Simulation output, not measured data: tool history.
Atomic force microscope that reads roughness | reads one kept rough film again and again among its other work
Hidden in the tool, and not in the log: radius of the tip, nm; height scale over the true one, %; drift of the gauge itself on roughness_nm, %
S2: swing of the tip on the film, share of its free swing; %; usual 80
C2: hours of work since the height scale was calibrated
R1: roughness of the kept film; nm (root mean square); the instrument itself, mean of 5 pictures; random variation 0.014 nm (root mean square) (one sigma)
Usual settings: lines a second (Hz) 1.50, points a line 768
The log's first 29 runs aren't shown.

run 30 hour=1231.2 | lines_a_second_(Hz)=1.50 S2=86 points_a_line=689 | pictures_with_this_tip=103 C2=2022 | R1=2.573
-- hour=1263.5 new tip fitted
run 31 hour=1274.5 | lines_a_second_(Hz)=1.29 S2=63 points_a_line=360 | pictures_with_this_tip=19 C2=2048 | R1=3.565
run 32 hour=1314.9 | lines_a_second_(Hz)=2.09 S2=64 points_a_line=768 | pictures_with_this_tip=90 C2=2071 | R1=2.962
run 33 hour=1346.3 | lines_a_second_(Hz)=2.09 S2=65 points_a_line=768 | pictures_with_this_tip=145 C2=2089 | R1=2.618
-- hour=1352.2 new tip fitted
run 34 hour=1383.3 | lines_a_second_(Hz)=1.67 S2=79 points_a_line=544 | pictures_with_this_tip=55 C2=2111 | R1=3.045
run 35 hour=1420.8 | lines_a_second_(Hz)=1.67 S2=79 points_a_line=544 | pictures_with_this_tip=120 C2=2133 | R1=2.632
-- hour=1441.7 new tip fitted
run 36 hour=1458.7 | lines_a_second_(Hz)=1.67 S2=79 points_a_line=544 | pictures_with_this_tip=30 C2=2155 | R1=3.207
run 37 hour=1490.1 | lines_a_second_(Hz)=2.11 S2=69 points_a_line=544 | pictures_with_this_tip=85 C2=2173 | R1=2.915
-- hour=1529.8 new tip fitted
run 38 hour=1543.5 | lines_a_second_(Hz)=0.55 S2=69 points_a_line=508 | pictures_with_this_tip=24 C2=2204 | R1=3.641
run 39 hour=1583.2 | lines_a_second_(Hz)=0.78 S2=69 points_a_line=423 | pictures_with_this_tip=93 C2=2227 | R1=3.087
-- hour=1620.5 new tip fitted
run 40 hour=1638.5 | lines_a_second_(Hz)=2.53 S2=64 points_a_line=295 | pictures_with_this_tip=31 C2=2259 | R1=3.292
run 41 hour=1694.4 | lines_a_second_(Hz)=2.53 S2=64 points_a_line=295 | pictures_with_this_tip=129 C2=2292 | R1=2.632
-- hour=1708.8 new tip fitted
run 42 hour=1736.5 | lines_a_second_(Hz)=0.69 S2=84 points_a_line=768 | pictures_with_this_tip=49 C2=2316 | R1=3.295
run 43 hour=1776.3 | lines_a_second_(Hz)=0.69 S2=84 points_a_line=768 | pictures_with_this_tip=119 C2=2340 | R1=2.852
-- hour=1796.9 new tip fitted
run 44 hour=1803.2 | lines_a_second_(Hz)=3.05 S2=56 points_a_line=768 | pictures_with_this_tip=11 C2=2355 | R1=3.585
run 45 hour=1833.6 | lines_a_second_(Hz)=3.05 S2=56 points_a_line=768 | pictures_with_this_tip=64 C2=2373 | R1=3.119
-- hour=1838.7 height scale calibrated on a step standard
run 46 hour=1877.1 | lines_a_second_(Hz)=3.05 S2=56 points_a_line=768 | pictures_with_this_tip=139 C2=22 | R1=2.619
-- hour=1887.9 new tip fitted
run 47 hour=1906.8 | lines_a_second_(Hz)=1.50 S2=80 points_a_line=722 | pictures_with_this_tip=33 C2=40 | R1=3.128
run 48 hour=1945.1 | lines_a_second_(Hz)=1.50 S2=80 points_a_line=471 | pictures_with_this_tip=100 C2=62 | R1=2.694
-- hour=1977.4 new tip fitted
run 49 hour=1996.1 | lines_a_second_(Hz)=1.50 S2=66 points_a_line=391 | pictures_with_this_tip=32 C2=91 | R1=3.340
run 50 hour=2047.8 | lines_a_second_(Hz)=3.03 S2=80 points_a_line=768 | pictures_with_this_tip=123 C2=122 | R1=2.343

Forecast each of these 4 alternatives for the next run:
-- hour=2065.6 new tip fitted
run A hour=2111.8 | lines_a_second_(Hz)=0.76 S2=80 points_a_line=783 | pictures_with_this_tip=81 C2=159 | R1=?
-- hour=2065.6 new tip fitted
run B hour=2111.8 | lines_a_second_(Hz)=0.55 S2=80 points_a_line=768 | pictures_with_this_tip=81 C2=159 | R1=?
-- hour=2065.6 new tip fitted
run C hour=2111.8 | lines_a_second_(Hz)=1.50 S2=73 points_a_line=489 | pictures_with_this_tip=81 C2=159 | R1=?
-- hour=2065.6 new tip fitted
run D hour=2111.8 | lines_a_second_(Hz)=2.48 S2=61 points_a_line=681 | pictures_with_this_tip=81 C2=159 | R1=?

run=A R1=2.984
run=B R1=3.034
run=C R1=2.891
run=D R1=2.942
Without the tool's hidden state the same runs would have given:
run=A R1=3.662
run=B R1=3.724
run=C R1=3.549
run=D R1=3.610
